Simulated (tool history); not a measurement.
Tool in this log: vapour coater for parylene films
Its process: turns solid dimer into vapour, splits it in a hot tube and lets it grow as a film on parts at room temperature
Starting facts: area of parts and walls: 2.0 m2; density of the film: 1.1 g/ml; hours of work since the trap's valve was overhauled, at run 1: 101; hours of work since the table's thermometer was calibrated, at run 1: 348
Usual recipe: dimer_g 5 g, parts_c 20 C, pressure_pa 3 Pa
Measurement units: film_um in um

| run | hour | dimer_g | parts_c | pressure_pa | hours of work since the trap's valve was overhauled | hours of work since the table's thermometer was calibrated | film_um |
|---|---|---|---|---|---|---|---|
| 1 | 0 | 5 | 20 | 3 | 101 | 348 | 1.87 |
| 2 | 50.1 | 5 | 20 | 3 | 131 | 378 | 1.9 |
| 3 | 96.7 | 5 | 20 | 3 | 158 | 405 | 1.88 |
| 4 | 152.6 | 5 | 20 | 3 | 192 | 439 | 1.87 |
| 5 | 211.2 | 5 | 20 | 3.67 | 227 | 474 | 1.85 |
| 6 | 252.6 | 5 | 20 | 3.67 | 252 | 499 | 1.84 |
| 7 | 301.2 | 5 | 20 | 3.67 | 281 | 528 | 1.79 |
| 8 | 350.6 | 5 | 20 | 3 | 310 | 557 | 1.82 |
|  | 355.5 | table's thermometer calibrated |
| 9 | 385.1 | 5 | 20 | 3 | 330 | 18 | 1.83 |
|  | 417.1 | trap's valve overhauled |
| 10 | 450 | 5 | 20 | 3 | 20 | 54 | 1.97 |
|  | 475.2 | table's thermometer calibrated, once more |
| 11 | 505.7 | 2 | 20 | 8.89 | 52 | 18 | 0.68 |
| 12 | 550.3 | 2 | 23 | 8.89 | 79 | 45 | 0.6 |
| 13 | 612.8 | 5 | 20 | 3.18 | 116 | 82 | 1.84 |
| 14 | 662 | 9 | 14 | 3 | 146 | 112 | 3.88 |
| 15 | 726 | 3 | 18 | 5.97 | 184 | 150 | 1.1 |
| 16 | 776.5 | 3 | 18 | 5.97 | 214 | 180 | 1.1 |
| 17 | 834.2 | 4 | 15 | 5.97 | 249 | 215 | 1.64 |

Entry by entry between the runs, the difference in hidden state between the last listed run before and the first listed run after:
From run 8 to run 9: table's thermometer calibrated (hour 355.5)
  vapour lost through the trap's worn valve, %: 6.4 -> 6.8; true temperature of the parts over the reading, C: -0.65 -> -0.95
  what was measured, less what the result would be without the hidden state, film_um: -0.08 -> -0.07 um
From run 9 to run 10: trap's valve overhauled (hour 417.1)
  vapour lost through the trap's worn valve, %: 6.8 -> 0.9; true temperature of the parts over the reading, C: -0.95 -> -0.99
  what was measured, less what the result would be without the hidden state, film_um: -0.07 -> +0.06 um
From run 10 to run 11: table's thermometer calibrated, once more (hour 475.2)
  vapour lost through the trap's worn valve, %: 0.9 -> 1.5; true temperature of the parts over the reading, C: -0.99 -> 0.1
  what was measured, less what the result would be without the hidden state, film_um: +0.06 -> -0.01 um

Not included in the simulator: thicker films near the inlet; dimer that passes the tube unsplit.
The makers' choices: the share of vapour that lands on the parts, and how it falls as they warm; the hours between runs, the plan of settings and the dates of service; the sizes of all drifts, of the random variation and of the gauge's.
